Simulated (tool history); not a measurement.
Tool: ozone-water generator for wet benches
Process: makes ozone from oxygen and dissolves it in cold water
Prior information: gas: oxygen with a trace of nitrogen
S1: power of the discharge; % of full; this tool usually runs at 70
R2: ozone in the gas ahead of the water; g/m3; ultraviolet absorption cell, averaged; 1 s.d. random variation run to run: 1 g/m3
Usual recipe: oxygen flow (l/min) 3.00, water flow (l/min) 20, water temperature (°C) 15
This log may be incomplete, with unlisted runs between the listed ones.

Run 1, hour 0.0: usual settings. Result: dissolved ozone (ppm) 13.3, R2 181.0 g/m3.
Run 2, hour 90.9: usual settings. Result: dissolved ozone (ppm) 13.3, R2 179.9 g/m3.
Run 3, hour 148.8: usual settings. Result: dissolved ozone (ppm) 13.5, R2 181.1 g/m3.
Run 4, hour 230.0: usual settings. Result: dissolved ozone (ppm) 13.4, R2 179.2 g/m3.
Run 5, hour 345.1: usual settings but water temperature (°C) 12. Result: dissolved ozone (ppm) 13.8, R2 178.2 g/m3.
Run 6, hour 433.3: usual settings but water flow (l/min) 28, water temperature (°C) 12. Result: dissolved ozone (ppm) 9.8, R2 177.6 g/m3.
Run 7, hour 500.6: usual settings but water flow (l/min) 28, water temperature (°C) 12. Result: dissolved ozone (ppm) 9.7, R2 177.4 g/m3.
Run 8, hour 595.6: usual settings but oxygen flow (l/min) 5.25. Result: dissolved ozone (ppm) 13.7, R2 126.6 g/m3.
Run 9, hour 697.0: usual settings. Result: dissolved ozone (ppm) 13.4, R2 176.7 g/m3.
Run 10, hour 789.7: usual settings. Result: dissolved ozone (ppm) 13.3, R2 176.5 g/m3.
Run 11, hour 854.4: usual settings. Result: dissolved ozone (ppm) 13.3, R2 177.5 g/m3.
Run 12, hour 905.9: usual settings. Result: dissolved ozone (ppm) 13.2, R2 178.4 g/m3.
Run 13, hour 1023.5: usual settings but S1 46 % of full. Result: dissolved ozone (ppm) 10.5, R2 138.1 g/m3.
Run 14, hour 1127.1: usual settings. Result: dissolved ozone (ppm) 13.1, R2 175.0 g/m3.
Run 15, hour 1216.0: usual settings but S1 44 % of full. Result: dissolved ozone (ppm) 10.2, R2 135.1 g/m3.
Run 16, hour 1271.2: usual settings but S1 67 % of full, oxygen flow (l/min) 2.67, water flow (l/min) 26, water temperature (°C) 22. Result: dissolved ozone (ppm) 9.1, R2 184.3 g/m3.
Run 17, hour 1334.0: usual settings but S1 67 % of full, oxygen flow (l/min) 2.67, water flow (l/min) 26, water temperature (°C) 22. Result: dissolved ozone (ppm) 9.2, R2 183.0 g/m3.
Run 18, hour 1433.0: usual settings but S1 45 % of full, water flow (l/min) 25, water temperature (°C) 21. Result: dissolved ozone (ppm) 7.8, R2 136.1 g/m3.
Run 19, hour 1539.5: usual settings but S1 45 % of full, water flow (l/min) 25, water temperature (°C) 21. Result: dissolved ozone (ppm) 8.1, R2 135.6 g/m3.
Run 20, hour 1632.3: usual settings but S1 45 % of full, water flow (l/min) 25, water temperature (°C) 21. Result: dissolved ozone (ppm) 7.7, R2 135.4 g/m3.
Run 21, hour 1714.8: usual settings but S1 45 % of full, water flow (l/min) 25, water temperature (°C) 21. Result: dissolved ozone (ppm) 7.6, R2 136.1 g/m3.
Run 22, hour 1818.5: usual settings but S1 45 % of full, water flow (l/min) 25, water temperature (°C) 21. Result: dissolved ozone (ppm) 7.7, R2 136.6 g/m3.
Run 23, hour 1900.9: usual settings but S1 45 % of full, water flow (l/min) 25, water temperature (°C) 21. Result: dissolved ozone (ppm) 7.5, R2 135.1 g/m3.
Run 24, hour 1972.3: usual settings but S1 44 % of full, water flow (l/min) 25, water temperature (°C) 16. Result: dissolved ozone (ppm) 7.9, R2 133.0 g/m3.
Run 25, hour 2048.1: usual settings but S1 44 % of full, water flow (l/min) 25, water temperature (°C) 11. Result: dissolved ozone (ppm) 8.1, R2 135.3 g/m3.
Run 26, hour 2101.1: usual settings but S1 44 % of full, water flow (l/min) 25, water temperature (°C) 11. Result: dissolved ozone (ppm) 8.0, R2 134.0 g/m3.
Run 27, hour 2211.7: usual settings but S1 44 % of full, water flow (l/min) 25, water temperature (°C) 11. Result: dissolved ozone (ppm) 8.5, R2 133.9 g/m3.
Run 28, hour 2278.2: usual settings but S1 86 % of full, oxygen flow (l/min) 1.68, water flow (l/min) 12, water temperature (°C) 8. Result: dissolved ozone (ppm) 23.3, R2 275.6 g/m3.
Run 29, hour 2379.9: usual settings but S1 95 % of full, oxygen flow (l/min) 2.96, water flow (l/min) 12, water temperature (°C) 20. Result: dissolved ozone (ppm) 22.8, R2 208.1 g/m3.
Run 30, hour 2477.9: usual settings but S1 49 % of full. Result: dissolved ozone (ppm) 10.7, R2 140.5 g/m3.

Not shown: 2 entries that the log had between the listed runs. Between which runs, and how does the tool's hidden state differ before and after?
Between runs 20 and 21: contactor cleaned (hour 1646.9)
  yield of the discharge, % of new electrodes': 95.2 -> 95.1; contactor's efficiency, % of a clean one's: 97.3 -> 95.9
  measured minus no-state result, dissolved ozone (ppm): -0.4 -> -0.5; R2: -5.1 -> -5.2 g/m3
Between runs 26 and 27: contactor cleaned, once more (hour 2199.2)
  yield of the discharge, % of new electrodes': 94.6 -> 94.5; contactor's efficiency, % of a clean one's: 95.6 -> 99.7; true water temperature over the reading, C: 0.34 -> 0.35
  measured minus no-state result, dissolved ozone (ppm): -0.6 -> -0.4; R2: -5.4 -> -5.6 g/m3
